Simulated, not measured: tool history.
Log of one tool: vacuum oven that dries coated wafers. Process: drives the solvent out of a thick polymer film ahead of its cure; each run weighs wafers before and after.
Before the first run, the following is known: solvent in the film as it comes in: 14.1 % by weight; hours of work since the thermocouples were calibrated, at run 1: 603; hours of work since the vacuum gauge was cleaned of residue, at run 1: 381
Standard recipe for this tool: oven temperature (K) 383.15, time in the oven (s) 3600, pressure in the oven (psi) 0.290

| run | day | oven temperature (K) | time in the oven (s) | pressure in the oven (psi) | hours of work since the thermocouples were calibrated | hours of work since the vacuum gauge was cleaned of residue | solvent left in the film (%) |
|---|---|---|---|---|---|---|---|
| 1 | 0.000 | 383.15 | 3600 | 0.290 | 603 | 381 | 1.422 |
| 2 | 0.354 | 383.15 | 3600 | 0.155 | 610 | 388 | 1.218 |
| 3 | 0.671 | 383.15 | 3600 | 0.286 | 616 | 394 | 1.418 |
| 4 | 1.012 | 384.15 | 3600 | 0.290 | 622 | 400 | 1.303 |
| 5 | 1.471 | 384.15 | 3600 | 0.290 | 631 | 409 | 1.297 |
| 6 | 1.767 | 384.15 | 3600 | 0.290 | 637 | 415 | 1.317 |
| 7 | 2.008 | 384.15 | 3600 | 0.290 | 642 | 420 | 1.304 |
| 8 | 2.242 | 384.15 | 3600 | 0.290 | 646 | 424 | 1.306 |
| 9 | 2.800 | 383.15 | 3600 | 0.344 | 657 | 435 | 1.513 |
| 10 | 3.167 | 383.15 | 3600 | 0.344 | 664 | 442 | 1.501 |
|  | 3.500 | oven's thermocouples calibrated |
| 11 | 3.500 | 383.15 | 3600 | 0.344 | 0 | 447 | 1.619 |
| 12 | 3.954 | 383.15 | 3600 | 0.344 | 9 | 455 | 1.614 |
| 13 | 4.283 | 383.15 | 2700 | 0.344 | 15 | 462 | 2.453 |
| 14 | 4.646 | 383.15 | 2700 | 0.344 | 22 | 468 | 2.436 |
| 15 | 5.058 | 383.15 | 3600 | 0.290 | 30 | 476 | 1.533 |
| 16 | 5.554 | 390.15 | 3600 | 0.290 | 39 | 486 | 0.812 |
| 17 | 5.825 | 390.15 | 3600 | 0.290 | 45 | 491 | 0.813 |
| 18 | 6.354 | 383.15 | 3600 | 0.290 | 55 | 501 | 1.530 |
| 19 | 6.929 | 383.15 | 3600 | 0.290 | 66 | 512 | 1.532 |
| 20 | 7.400 | 385.15 | 3600 | 0.290 | 75 | 521 | 1.281 |
| 21 | 7.838 | 383.15 | 2100 | 0.290 | 83 | 530 | 3.254 |
| 22 | 8.100 | 383.15 | 2100 | 0.290 | 88 | 535 | 3.254 |
| 23 | 8.425 | 383.15 | 3600 | 0.290 | 94 | 541 | 1.521 |
| 24 | 8.671 | 383.15 | 3600 | 0.290 | 99 | 546 | 1.524 |
|  | 8.779 | vacuum gauge cleaned of residue and calibrated |
| 25 | 9.279 | 383.15 | 3600 | 0.290 | 109 | 10 | 1.525 |
| 26 | 9.846 | 383.15 | 3600 | 0.290 | 120 | 20 | 1.523 |
| 27 | 10.212 | 383.15 | 3600 | 0.290 | 127 | 27 | 1.525 |
| 28 | 10.504 | 396.15 | 3600 | 0.290 | 133 | 33 | 0.485 |
| 29 | 10.858 | 396.15 | 3600 | 0.290 | 140 | 40 | 0.489 |
| 30 | 11.288 | 383.15 | 3480 | 0.290 | 148 | 48 | 1.605 |
|  | 11.417 | vacuum gauge cleaned of residue and calibrated, once more |
| 31 | 11.592 | 383.15 | 3480 | 0.290 | 153 | 3 | 1.579 |
| 32 | 11.983 | 384.15 | 4620 | 0.197 | 160 | 11 | 0.770 |
| 33 | 12.217 | 369.15 | 2700 | 0.207 | 165 | 15 | 5.011 |
| 34 | 12.679 | 369.15 | 2700 | 0.207 | 173 | 24 | 5.021 |
| 35 | 13.117 | 383.15 | 5520 | 0.371 | 182 | 33 | 0.883 |
| 36 | 13.617 | 393.15 | 5700 | 0.371 | 191 | 42 | 0.463 |
| 37 | 13.971 | 381.15 | 3600 | 0.290 | 198 | 49 | 1.754 |
| 38 | 14.225 | 369.15 | 3600 | 0.173 | 203 | 54 | 3.777 |
| 39 | 14.638 | 370.15 | 4680 | 0.928 | 211 | 62 | 4.213 |
| 40 | 15.058 | 387.15 | 2100 | 0.518 | 219 | 70 | 2.741 |
| 41 | 15.317 | 386.15 | 2040 | 0.290 | 224 | 75 | 2.749 |
| 42 | 15.662 | 395.15 | 3600 | 0.290 | 230 | 81 | 0.492 |
| 43 | 16.096 | 383.15 | 3540 | 0.226 | 239 | 90 | 1.424 |
| 44 | 16.654 | 383.15 | 3540 | 0.226 | 250 | 100 | 1.426 |
| 45 | 17.050 | 393.15 | 5100 | 0.290 | 257 | 108 | 0.397 |
| 46 | 17.462 | 393.15 | 5100 | 0.290 | 265 | 116 | 0.390 |
| 47 | 17.962 | 383.15 | 4500 | 0.290 | 275 | 125 | 1.015 |

3 options for the next run, each taken on its own from the tool as it stands now. Forecast them:
| A | 18.488 | 386.15 | 4500 | 0.238 | 285 | 135 | ? |
| B | 18.488 | 390.15 | 3540 | 0.290 | 285 | 135 | ? |
| C | 18.488 | 380.15 | 4500 | 0.290 | 285 | 135 | ? |

| run | solvent left in the film (%) |
|---|---|
| A | 0.704 |
| B | 0.799 |
| C | 1.335 |
With the hidden condition removed and each run's random variation left untouched, the same runs would have given:
| run | solvent left in the film (%) |
|---|---|
| A | 0.747 |
| B | 0.848 |
| C | 1.413 |
